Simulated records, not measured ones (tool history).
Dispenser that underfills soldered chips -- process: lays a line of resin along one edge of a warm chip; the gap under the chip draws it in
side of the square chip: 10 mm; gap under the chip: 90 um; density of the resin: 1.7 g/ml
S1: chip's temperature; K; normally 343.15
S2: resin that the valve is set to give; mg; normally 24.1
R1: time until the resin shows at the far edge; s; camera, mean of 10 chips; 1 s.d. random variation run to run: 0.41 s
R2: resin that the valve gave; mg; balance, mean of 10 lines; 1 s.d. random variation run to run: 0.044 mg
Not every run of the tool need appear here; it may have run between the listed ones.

Run 1, hour 0: usual settings. Result: R1 29.1 s, R2 23.9 mg.
Run 2, hour 5.6: usual settings. Result: R1 36.6 s, R2 23.85 mg.
Run 3, hour 14.3: usual settings but S2 26.2 mg. Result: R1 32.1 s, R2 25.79 mg.
Run 4, hour 25.7: usual settings but S2 26.2 mg. Result: R1 32.3 s, R2 25.83 mg.
Run 5, hour 32.9: usual settings but S2 26.2 mg. Result: R1 40.3 s, R2 26.33 mg.
Run 6, hour 39.4: usual settings but S1 350.15 K, S2 26.2 mg. Result: R1 27.2 s, R2 26.2 mg.
Run 7, hour 45.4: usual settings. Result: R1 28.6 s, R2 24.03 mg.
Run 8, hour 57.7: usual settings but S2 22.4 mg. Result: R1 29.7 s, R2 22.35 mg.
Run 9, hour 64.2: usual settings but S2 22.4 mg. Result: R1 39.4 s, R2 22.22 mg.
Run 10, hour 76.2: usual settings but S2 22.4 mg. Result: R1 38.5 s, R2 22.11 mg.
Run 11, hour 85.9: usual settings but S2 22.4 mg. Result: R1 35.5 s, R2 22.44 mg.
Run 12, hour 95: usual settings but S2 22.4 mg. Result: R1 32.3 s, R2 22.31 mg.
Run 13, hour 104.6: usual settings but S2 22.4 mg. Result: R1 30.3 s, R2 22.34 mg.
Run 14, hour 114.7: usual settings but S2 28.3 mg. Result: R1 27.5 s, R2 28.17 mg.
Run 15, hour 124.7: usual settings but S1 339.15 K. Result: R1 48.6 s, R2 23.9 mg.
Run 16, hour 132.3: usual settings but S1 339.15 K. Result: R1 44.1 s, R2 23.78 mg.
Run 17, hour 146.8: usual settings but S1 339.15 K. Result: R1 47.5 s, R2 24.01 mg.
Run 18, hour 153.8: usual settings but S1 332.15 K. Result: R1 51.8 s, R2 24.04 mg.
Run 19, hour 163.3: usual settings but S1 351.15 K, S2 22.1 mg. Result: R1 23.8 s, R2 21.98 mg.
Run 20, hour 170.7: usual settings but S1 330.15 K, S2 28.7 mg. Result: R1 69.2 s, R2 28.61 mg.
Run 21, hour 177.1: usual settings but S1 350.15 K, S2 24.9 mg. Result: R1 27.9 s, R2 24.74 mg.
Run 22, hour 183.1: usual settings but S1 349.15 K, S2 28.3 mg. Result: R1 35.3 s, R2 27.99 mg.
Run 23, hour 190.7: usual settings but S1 347.15 K, S2 28.3 mg. Result: R1 30.9 s, R2 27.86 mg.
Run 24, hour 203.7: usual settings but S1 347.15 K, S2 28.3 mg. Result: R1 32.3 s, R2 28.2 mg.
Run 25, hour 216.8: usual settings but S1 347.15 K, S2 28.3 mg. Result: R1 36 s, R2 28.1 mg.
Run 26, hour 230.4: usual settings but S1 356.15 K, S2 25.9 mg. Result: R1 18.5 s, R2 25.64 mg.
Run 27, hour 243.4: usual settings but S1 356.15 K, S2 25.9 mg. Result: R1 20 s, R2 25.5 mg.
Run 28, hour 249.7: usual settings but S1 340.15 K, S2 29.3 mg. Result: R1 44.3 s, R2 28.76 mg.
Run 29, hour 265: usual settings but S1 336.15 K, S2 22.8 mg. Result: R1 38.4 s, R2 22.71 mg.
Run 30, hour 277: usual settings but S2 29.4 mg. Result: R1 29.5 s, R2 29.25 mg.
Run 31, hour 287.6: usual settings but S2 25.1 mg. Result: R1 29.4 s, R2 24.89 mg.
Run 32, hour 293.9: usual settings but S1 334.15 K, S2 21.1 mg. Result: R1 54.9 s, R2 20.78 mg.
Run 33, hour 306.3: usual settings but S2 23.4 mg. Result: R1 37.8 s, R2 22.99 mg.
Run 34, hour 321: usual settings but S2 25.4 mg. Result: R1 42.8 s, R2 25.36 mg.

Put back what was entered between runs (33 entries, withheld): which listed runs does each sit between, and how does the hidden state differ from the listed run before to the listed run after?
Runs 2 to 3: new syringe of resin (hour 11)
  resin's viscosity, % of fresh resin's: 127.8 -> 113.1; dose that the valve gives, % of what is set: 98.9 -> 98.65; true chip temperature over the reading, C: -0.55 -> -0.56
  difference, measured minus the result without the unlogged condition, R1: +8.5 -> +4.2 s; R2: -0.27 -> -0.36 mg
Runs 3 to 4: new syringe of resin (hour 22.3)
  resin's viscosity, % of fresh resin's: 113.1 -> 113.7; dose that the valve gives, % of what is set: 98.65 -> 98.33; true chip temperature over the reading, C: -0.56 -> -0.58
  difference, measured minus the result without the unlogged condition, R1: +4.2 -> +4.5 s; R2: -0.36 -> -0.44 mg
Runs 4 to 5: dispensing valve cleaned and set on the balance (hour 28.8)
  resin's viscosity, % of fresh resin's: 113.7 -> 145.4; dose that the valve gives, % of what is set: 98.33 -> 100.25; true chip temperature over the reading, C: -0.58 -> -0.59
  difference, measured minus the result without the unlogged condition, R1: +4.5 -> +13.2 s; R2: -0.44 -> +0.06 mg
Runs 5 to 6: new syringe of resin (hour 34.4)
  resin's viscosity, % of fresh resin's: 145.4 -> 122.3; dose that the valve gives, % of what is set: 100.25 -> 100.04; true chip temperature over the reading, C: -0.59 -> -0.6
  difference, measured minus the result without the unlogged condition, R1: +13.2 -> +5.4 s; R2: +0.06 -> +0.01 mg
Runs 6 to 7: new syringe of resin (hour 45.3)
  resin's viscosity, % of fresh resin's: 122.3 -> 100; dose that the valve gives, % of what is set: 100.04 -> 99.86; true chip temperature over the reading, C: -0.6 -> -0.61
  difference, measured minus the result without the unlogged condition, R1: +5.4 -> +0.7 s; R2: +0.01 -> -0.03 mg
Runs 7 to 8: new syringe of resin (hour 56.7)
  resin's viscosity, % of fresh resin's: 100 -> 103.8; dose that the valve gives, % of what is set: 99.86 -> 99.47; true chip temperature over the reading, C: -0.61 -> -0.63
  difference, measured minus the result without the unlogged condition, R1: +0.7 -> +1.8 s; R2: -0.03 -> -0.12 mg
Runs 9 to 10: new syringe of resin (hour 68.6)
  resin's viscosity, % of fresh resin's: 134.5 -> 134.2; dose that the valve gives, % of what is set: 99.25 -> 98.88; true chip temperature over the reading, C: -0.65 -> -0.67
  difference, measured minus the result without the unlogged condition, R1: +10.7 -> +10.7 s; R2: -0.17 -> -0.25 mg
Runs 10 to 11: new syringe of resin (hour 79.7); dispensing valve cleaned and set on the balance (hour 85.9)
  resin's viscosity, % of fresh resin's: 134.2 -> 122.6; dose that the valve gives, % of what is set: 98.88 -> 100.25; true chip temperature over the reading, C: -0.67 -> -0.68
  difference, measured minus the result without the unlogged condition, R1: +10.7 -> +7.3 s; R2: -0.25 -> +0.06 mg
Runs 11 to 12: new syringe of resin (hour 92.2)
  resin's viscosity, % of fresh resin's: 122.6 -> 111.6; dose that the valve gives, % of what is set: 100.25 -> 99.97; true chip temperature over the reading, C: -0.68 -> -0.7
  difference, measured minus the result without the unlogged condition, R1: +7.3 -> +4.1 s; R2: +0.06 -> -0.01 mg
Runs 12 to 13: new syringe of resin (hour 103.1)
  resin's viscosity, % of fresh resin's: 111.6 -> 105.1; dose that the valve gives, % of what is set: 99.97 -> 99.66; true chip temperature over the reading, C: -0.7 -> -0.72
  difference, measured minus the result without the unlogged condition, R1: +4.1 -> +2.2 s; R2: -0.01 -> -0.08 mg
Runs 13 to 14: new syringe of resin (hour 114.7)
  resin's viscosity, % of fresh resin's: 105.1 -> 99.3; dose that the valve gives, % of what is set: 99.66 -> 99.34; true chip temperature over the reading, C: -0.72 -> -0.74
  difference, measured minus the result without the unlogged condition, R1: +2.2 -> +0.6 s; R2: -0.08 -> -0.19 mg
Runs 15 to 16: new syringe of resin (hour 125.8)
  resin's viscosity, % of fresh resin's: 148.3 -> 132.5; dose that the valve gives, % of what is set: 99 -> 98.77; true chip temperature over the reading, C: -0.75 -> -0.77
  difference, measured minus the result without the unlogged condition, R1: +16.7 -> +11.9 s; R2: -0.24 -> -0.29 mg
Runs 16 to 17: new syringe of resin (hour 137.3); dispensing valve cleaned and set on the balance (hour 143.2)
  resin's viscosity, % of fresh resin's: 132.5 -> 140.5; dose that the valve gives, % of what is set: 98.77 -> 99.9; true chip temperature over the reading, C: -0.77 -> -0.79
  difference, measured minus the result without the unlogged condition, R1: +11.9 -> +14.6 s; R2: -0.29 -> -0.02 mg
Runs 17 to 18: new syringe of resin (hour 149.9)
  resin's viscosity, % of fresh resin's: 140.5 -> 116.7; dose that the valve gives, % of what is set: 99.9 -> 99.68; true chip temperature over the reading, C: -0.79 -> -0.8
  difference, measured minus the result without the unlogged condition, R1: +14.6 -> +8.6 s; R2: -0.02 -> -0.08 mg
Runs 18 to 19: new syringe of resin (hour 161.1)
  resin's viscosity, % of fresh resin's: 116.7 -> 109; dose that the valve gives, % of what is set: 99.68 -> 99.38; true chip temperature over the reading, C: -0.8 -> -0.82
  difference, measured minus the result without the unlogged condition, R1: +8.6 -> +2.6 s; R2: -0.08 -> -0.14 mg
Runs 20 to 21: new syringe of resin (hour 172.6)
  resin's viscosity, % of fresh resin's: 146.9 -> 120.6; dose that the valve gives, % of what is set: 99.16 -> 98.96; true chip temperature over the reading, C: -0.83 -> -0.84
  difference, measured minus the result without the unlogged condition, R1: +23.5 -> +5.4 s; R2: -0.24 -> -0.26 mg
Runs 22 to 23: new syringe of resin (hour 184.3)
  resin's viscosity, % of fresh resin's: 153.8 -> 127.4; dose that the valve gives, % of what is set: 98.76 -> 98.54; true chip temperature over the reading, C: -0.85 -> -0.87
  difference, measured minus the result without the unlogged condition, R1: +13 -> +7.4 s; R2: -0.35 -> -0.42 mg
Runs 23 to 24: new syringe of resin (hour 195.5); dispensing valve cleaned and set on the balance (hour 199.7)
  resin's viscosity, % of fresh resin's: 127.4 -> 133.7; dose that the valve gives, % of what is set: 98.54 -> 99.64; true chip temperature over the reading, C: -0.87 -> -0.89
  difference, measured minus the result without the unlogged condition, R1: +7.4 -> +9 s; R2: -0.42 -> -0.1 mg
Runs 24 to 25: new syringe of resin (hour 207.6)
  resin's viscosity, % of fresh resin's: 133.7 -> 145.3; dose that the valve gives, % of what is set: 99.64 -> 99.25; true chip temperature over the reading, C: -0.89 -> -0.91
  difference, measured minus the result without the unlogged condition, R1: +9 -> +12 s; R2: -0.1 -> -0.21 mg
Runs 25 to 26: new syringe of resin (hour 218.8); new syringe of resin (hour 230.1)
  resin's viscosity, % of fresh resin's: 145.3 -> 103.5; dose that the valve gives, % of what is set: 99.25 -> 98.87; true chip temperature over the reading, C: -0.91 -> -0.93
  difference, measured minus the result without the unlogged condition, R1: +12 -> +1.2 s; R2: -0.21 -> -0.29 mg
Runs 26 to 27: new syringe of resin (hour 241.2)
  resin's viscosity, % of fresh resin's: 103.5 -> 110.4; dose that the valve gives, % of what is set: 98.87 -> 98.45; true chip temperature over the reading, C: -0.93 -> -0.95
  difference, measured minus the result without the unlogged condition, R1: +1.2 -> +2.5 s; R2: -0.29 -> -0.4 mg
Runs 28 to 29: new syringe of resin (hour 252.7); dispensing valve cleaned and set on the balance (hour 256.6); new syringe of resin (hour 264.7)
  resin's viscosity, % of fresh resin's: 141.7 -> 100.5; dose that the valve gives, % of what is set: 98.26 -> 99.77; true chip temperature over the reading, C: -0.96 -> -0.99
  difference, measured minus the result without the unlogged condition, R1: +14.3 -> +1.6 s; R2: -0.51 -> -0.06 mg
Runs 29 to 30: new syringe of resin (hour 276.4)
  resin's viscosity, % of fresh resin's: 100.5 -> 103.7; dose that the valve gives, % of what is set: 99.77 -> 99.39; true chip temperature over the reading, C: -0.99 -> -1.01
  difference, measured minus the result without the unlogged condition, R1: +1.6 -> +2.1 s; R2: -0.06 -> -0.18 mg
Runs 30 to 31: new syringe of resin (hour 287.6)
  resin's viscosity, % of fresh resin's: 103.7 -> 100.4; dose that the valve gives, % of what is set: 99.39 -> 99.07; true chip temperature over the reading, C: -1.01 -> -1.03
  difference, measured minus the result without the unlogged condition, R1: +2.1 -> +1.2 s; R2: -0.18 -> -0.23 mg
Runs 32 to 33: new syringe of resin (hour 299.1)
  resin's viscosity, % of fresh resin's: 129.2 -> 132.1; dose that the valve gives, % of what is set: 98.86 -> 98.48; true chip temperature over the reading, C: -1.04 -> -1.06
  difference, measured minus the result without the unlogged condition, R1: +14.2 -> +10.5 s; R2: -0.24 -> -0.36 mg
Runs 33 to 34: new syringe of resin (hour 310); dispensing valve cleaned and set on the balance (hour 313.6)
  resin's viscosity, % of fresh resin's: 132.1 -> 147.4; dose that the valve gives, % of what is set: 98.48 -> 99.8; true chip temperature over the reading, C: -1.06 -> -1.08
  difference, measured minus the result without the unlogged condition, R1: +10.5 -> +14.8 s; R2: -0.36 -> -0.05 mg
